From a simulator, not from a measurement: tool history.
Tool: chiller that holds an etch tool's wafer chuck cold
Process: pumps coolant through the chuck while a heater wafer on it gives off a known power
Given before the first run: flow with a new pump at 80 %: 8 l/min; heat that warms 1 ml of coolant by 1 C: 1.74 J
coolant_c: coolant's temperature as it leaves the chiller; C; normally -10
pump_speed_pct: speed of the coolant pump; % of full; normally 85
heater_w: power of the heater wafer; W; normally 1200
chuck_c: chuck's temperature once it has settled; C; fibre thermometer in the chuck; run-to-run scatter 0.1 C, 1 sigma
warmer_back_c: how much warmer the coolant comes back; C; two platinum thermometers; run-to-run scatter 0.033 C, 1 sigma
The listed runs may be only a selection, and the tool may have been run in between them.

Run 1, hour 0: usual settings. Result: chuck_c -2.1 C, warmer_back_c 5.04 C.
Run 2, hour 31.5: usual settings. Result: chuck_c -2.1 C, warmer_back_c 5.07 C.
Run 3, hour 72: usual settings but pump_speed_pct 91 % of full. Result: chuck_c -2.5 C, warmer_back_c 4.77 C.
Run 4, hour 97.5: usual settings but pump_speed_pct 91 % of full. Result: chuck_c -2.6 C, warmer_back_c 4.78 C.
Run 5, hour 146: usual settings but pump_speed_pct 91 % of full. Result: chuck_c -2.5 C, warmer_back_c 4.75 C.
At hour 150.2: chiller's thermometer calibrated.
Run 6, hour 183.4: usual settings. Result: chuck_c -2.4 C, warmer_back_c 5.15 C.
Run 7, hour 203.5: usual settings. Result: chuck_c -2.4 C, warmer_back_c 5.11 C.
Run 8, hour 241.8: usual settings but pump_speed_pct 63 % of full. Result: chuck_c 0.1 C, warmer_back_c 6.89 C.
Run 9, hour 267.8: usual settings but coolant_c -8 C, pump_speed_pct 63 % of full, heater_w 1761 W. Result: chuck_c 7.6 C, warmer_back_c 10.18 C.
Run 10, hour 295.1: usual settings but coolant_c -20 C, pump_speed_pct 63 % of full, heater_w 720 W. Result: chuck_c -14.5 C, warmer_back_c 4.13 C.
At hour 303.4: chiller's thermometer calibrated, once more.
Run 11, hour 339: usual settings but coolant_c -4 C, heater_w 971 W. Result: chuck_c 3.3 C, warmer_back_c 4.22 C.
Run 12, hour 379.4: usual settings but coolant_c -5 C, pump_speed_pct 79 % of full, heater_w 1514 W. Result: chuck_c 7 C, warmer_back_c 6.99 C.
Run 13, hour 423.1: usual settings but coolant_c -5 C, pump_speed_pct 79 % of full, heater_w 1514 W. Result: chuck_c 6.9 C, warmer_back_c 7.02 C.
Run 14, hour 447.9: usual settings but coolant_c -5 C, pump_speed_pct 79 % of full, heater_w 1514 W. Result: chuck_c 6.9 C, warmer_back_c 6.94 C.
Run 15, hour 478.2: usual settings but coolant_c -5 C, pump_speed_pct 79 % of full, heater_w 1514 W. Result: chuck_c 7 C, warmer_back_c 7.03 C.

Forecast each of these 4 alternatives for the next run:
Run A, hour 500.4: usual settings but coolant_c -2 C. Result: chuck_c ?, warmer_back_c ?.
Run B, hour 500.4: usual settings but coolant_c -12 C, heater_w 617 W. Result: chuck_c ?, warmer_back_c ?.
Run C, hour 500.4: usual settings but pump_speed_pct 84 % of full, heater_w 1481 W. Result: chuck_c ?, warmer_back_c ?.
Run D, hour 500.4: usual settings but coolant_c -5 C, pump_speed_pct 84 % of full, heater_w 696 W. Result: chuck_c ?, warmer_back_c ?.

run  chuck_c  warmer_back_c
  A      6.8           5.16
  B     -7.3           2.68
  C      1.2           6.46
  D      0.3           3.04
Without the tool's unlogged condition, the same runs would have read:
run  chuck_c  warmer_back_c
  A      6.1           4.87
  B     -7.7           2.53
  C      0.3            6.1
  D     -0.1           2.87
